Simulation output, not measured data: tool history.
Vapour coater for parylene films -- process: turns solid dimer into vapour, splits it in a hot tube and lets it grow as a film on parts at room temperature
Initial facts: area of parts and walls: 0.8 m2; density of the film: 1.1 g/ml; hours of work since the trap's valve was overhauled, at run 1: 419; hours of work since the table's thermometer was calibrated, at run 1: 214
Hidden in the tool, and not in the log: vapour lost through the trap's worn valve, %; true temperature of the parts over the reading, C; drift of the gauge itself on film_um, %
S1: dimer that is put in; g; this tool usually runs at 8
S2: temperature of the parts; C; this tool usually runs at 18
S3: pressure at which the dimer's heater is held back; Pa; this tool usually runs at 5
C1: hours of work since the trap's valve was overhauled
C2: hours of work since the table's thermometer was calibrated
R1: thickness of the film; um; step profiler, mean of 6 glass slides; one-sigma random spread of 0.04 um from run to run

{"run": 1, "hour": 0.0, "S1": 8, "S2": 18, "S3": 5, "C1": 419, "C2": 214, "R1": 6.41}
{"run": 2, "hour": 37.6, "S1": 8, "S2": 11, "S3": 5, "C1": 439, "C2": 235, "R1": 7.96}
{"run": 3, "hour": 101.2, "S1": 8, "S2": 23, "S3": 5, "C1": 475, "C2": 270, "R1": 5.38}
{"run": 4, "hour": 135.3, "S1": 8, "S2": 23, "S3": 5, "C1": 494, "C2": 289, "R1": 5.38}
{"run": 5, "hour": 192.2, "S1": 8, "S2": 23, "S3": 5, "C1": 525, "C2": 321, "R1": 5.34}
{"run": 6, "hour": 225.3, "S1": 8, "S2": 12, "S3": 5, "C1": 544, "C2": 340, "R1": 7.58}
{"run": 7, "hour": 286.1, "S1": 10, "S2": 12, "S3": 5, "C1": 578, "C2": 373, "R1": 9.49}
{"run": 8, "hour": 317.7, "S1": 10, "S2": 12, "S3": 5, "C1": 595, "C2": 391, "R1": 9.32}
{"hour": 353.2, "done": "trap's valve overhauled"}
{"run": 9, "hour": 353.2, "S1": 10, "S2": 12, "S3": 5, "C1": 0, "C2": 408, "R1": 10.36}
{"run": 10, "hour": 399.4, "S1": 10, "S2": 12, "S3": 5, "C1": 26, "C2": 434, "R1": 10.23}
{"run": 11, "hour": 460.2, "S1": 10, "S2": 12, "S3": 5.25, "C1": 60, "C2": 468, "R1": 10.13}
{"run": 12, "hour": 523.2, "S1": 8, "S2": 18, "S3": 5, "C1": 95, "C2": 503, "R1": 6.72}
{"run": 13, "hour": 579.4, "S1": 8, "S2": 18, "S3": 5, "C1": 126, "C2": 534, "R1": 6.66}
{"run": 14, "hour": 614.8, "S1": 8, "S2": 18, "S3": 5, "C1": 146, "C2": 554, "R1": 6.67}
{"run": 15, "hour": 673.3, "S1": 8, "S2": 19, "S3": 5, "C1": 178, "C2": 587, "R1": 6.4}
{"run": 16, "hour": 720.5, "S1": 8, "S2": 19, "S3": 5, "C1": 204, "C2": 613, "R1": 6.42}
{"run": 17, "hour": 785.7, "S1": 9, "S2": 18, "S3": 2.89, "C1": 241, "C2": 649, "R1": 8.39}
{"run": 18, "hour": 853.9, "S1": 3, "S2": 10, "S3": 2.89, "C1": 279, "C2": 687, "R1": 3.19}
{"run": 19, "hour": 920.8, "S1": 4, "S2": 13, "S3": 2.02, "C1": 316, "C2": 724, "R1": 4.21}
{"run": 20, "hour": 988.8, "S1": 10, "S2": 18, "S3": 5, "C1": 354, "C2": 762, "R1": 8.04}
{"run": 21, "hour": 1039.8, "S1": 10, "S2": 18, "S3": 5, "C1": 382, "C2": 790, "R1": 8.02}
{"run": 22, "hour": 1100.9, "S1": 11, "S2": 18, "S3": 5, "C1": 416, "C2": 824, "R1": 8.73}
{"hour": 1106.6, "done": "table's thermometer calibrated"}
{"run": 23, "hour": 1165.9, "S1": 4, "S2": 19, "S3": 3.76, "C1": 452, "C2": 33, "R1": 3.29}
{"run": 24, "hour": 1197.9, "S1": 12, "S2": 19, "S3": 5, "C1": 469, "C2": 51, "R1": 9.19}
{"run": 25, "hour": 1255.0, "S1": 12, "S2": 23, "S3": 2.05, "C1": 501, "C2": 83, "R1": 9.97}
{"run": 26, "hour": 1297.4, "S1": 12, "S2": 23, "S3": 2.05, "C1": 525, "C2": 106, "R1": 9.98}
{"run": 27, "hour": 1336.0, "S1": 12, "S2": 23, "S3": 2.05, "C1": 546, "C2": 128, "R1": 9.9}
{"run": 28, "hour": 1377.3, "S1": 12, "S2": 23, "S3": 2.05, "C1": 569, "C2": 151, "R1": 9.85}
{"hour": 1389.4, "done": "table's thermometer calibrated, once more"}
{"run": 29, "hour": 1412.9, "S1": 5, "S2": 23, "S3": 2.05, "C1": 588, "C2": 13, "R1": 4.1}
{"hour": 1465.0, "done": "trap's valve overhauled"}
{"run": 30, "hour": 1479.5, "S1": 12, "S2": 27, "S3": 2.97, "C1": 8, "C2": 48, "R1": 8.61}
{"run": 31, "hour": 1531.9, "S1": 12, "S2": 27, "S3": 2.97, "C1": 37, "C2": 77, "R1": 8.61}
{"run": 32, "hour": 1592.3, "S1": 12, "S2": 27, "S3": 2.97, "C1": 71, "C2": 111, "R1": 8.59}

For some of the steps in R1 from one run to the next: how much would appear even if the tool had no hidden state, given the settings, what came in and random variation, and how much remains for the hidden state plus any gauge scatter that the measured result and the result without hidden state don't share?
Run 8 -> 9: trap's valve overhauled. R1 +1.04 um: hidden state +0.89, all else +0.15.
Run 22 -> 23: S1 11 -> 4, S2 18 -> 19, S3 5 -> 3.76, table's thermometer calibrated. R1 -5.44 um: hidden state +0.36, all else -5.8.
Run 23 -> 24: S1 4 -> 12, S3 3.76 -> 5. R1 +5.9 um: hidden state -0.46, all else +6.36.
Run 28 -> 29: S1 12 -> 5, table's thermometer calibrated, once more. R1 -5.75 um: hidden state +0.47, all else -6.22.
